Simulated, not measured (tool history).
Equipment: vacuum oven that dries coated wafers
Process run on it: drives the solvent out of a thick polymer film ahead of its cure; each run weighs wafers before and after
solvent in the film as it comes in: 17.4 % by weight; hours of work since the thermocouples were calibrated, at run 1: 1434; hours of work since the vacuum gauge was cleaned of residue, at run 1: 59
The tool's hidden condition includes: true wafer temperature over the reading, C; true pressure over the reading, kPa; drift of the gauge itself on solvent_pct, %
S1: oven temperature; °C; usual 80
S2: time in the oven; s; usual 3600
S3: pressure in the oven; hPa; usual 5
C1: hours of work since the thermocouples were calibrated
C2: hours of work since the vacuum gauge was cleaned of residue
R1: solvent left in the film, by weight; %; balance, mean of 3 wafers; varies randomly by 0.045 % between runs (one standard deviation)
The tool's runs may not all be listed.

run,hour,S1,S2,S3,C1,C2,R1
1,0,80,3600,5,1434,59,3.05
2,21,80,3600,3.78,1445,69,3.07
3,32,80,3600,3.78,1451,75,3.02
4,50.7,80,3600,5,1460,85,3.02
5,71.8,80,4620,5,1471,96,2.08
6,82.7,80,3600,3.31,1477,101,3.04
7,103.8,80,3600,17.79,1487,112,3.5
8,123,80,3600,17.79,1497,122,3.5
9,134.1,80,3600,17.79,1503,128,3.51
10,154.7,80,3600,5,1514,138,3.11
11,170.7,80,3600,5,1522,146,2.99
# hour 174.8: oven's thermocouples calibrated
12,196.3,80,3600,5,11,158,4.06
13,206.6,88,3600,5,16,164,1.57
14,217.6,80,3600,5,22,169,4.07
15,235.5,80,3600,5,31,179,4.08
16,256.6,80,3600,5,42,189,4.04
17,275.5,80,3600,5,52,199,4.04
18,298.4,80,3600,5,63,211,4.03
19,311.9,80,3600,4.09,70,218,3.96
20,324.5,80,3600,5.92,77,224,4.01
21,336.3,80,3600,5,83,230,4.02
22,351,80,3600,5,90,238,4.11
23,366.7,81,3600,5,99,246,3.67
24,382,81,3600,5,106,254,3.62
25,405.2,79,2280,15.23,118,266,7.06
26,420,71,3600,5,126,273,7.41
27,435.7,83,3600,5,134,281,2.95
28,449.2,79,3600,5,141,288,4.25
29,462.3,79,3600,5,148,295,4.3
30,483.1,79,2940,16.42,158,306,5.65
31,499.8,79,2940,16.42,167,314,5.74
32,512.9,79,2940,16.42,174,321,5.74
33,536.7,71,3600,5,186,333,7.36
34,558.9,91,2400,7.06,197,345,2.35
35,576.8,81,3420,13.9,207,354,4.16
36,595.7,86,4680,5,216,364,1.28
37,611.3,68,3540,13.19,224,372,8.77
38,626.5,80,3600,9.03,232,379,4.07
39,647.9,70,3600,9.61,243,390,7.83
40,668.5,78,3600,2.58,254,401,4.62
41,686.9,78,3600,2.58,263,410,4.65
42,710.3,78,3600,2.58,275,423,4.51
43,721.5,67,3600,5.09,281,428,8.61
44,744.1,80,3600,9.42,292,440,4.08
45,758.7,80,3600,9.42,300,447,4.1
46,771.3,80,1980,3.87,306,454,6.88

Predict each of these 3 candidate next runs independently; none follows another, all start after run 46:
A,785.2,68,2400,3.87,314,461,?
B,785.2,75,3300,17.51,314,461,?
C,785.2,80,3600,10.45,314,461,?

run,R1
A,9.95
B,6.73
C,4.06
With the hidden condition removed and each run's random variation left untouched, the same runs would have given:
run,R1
A,9.95
B,6.75
C,4.08

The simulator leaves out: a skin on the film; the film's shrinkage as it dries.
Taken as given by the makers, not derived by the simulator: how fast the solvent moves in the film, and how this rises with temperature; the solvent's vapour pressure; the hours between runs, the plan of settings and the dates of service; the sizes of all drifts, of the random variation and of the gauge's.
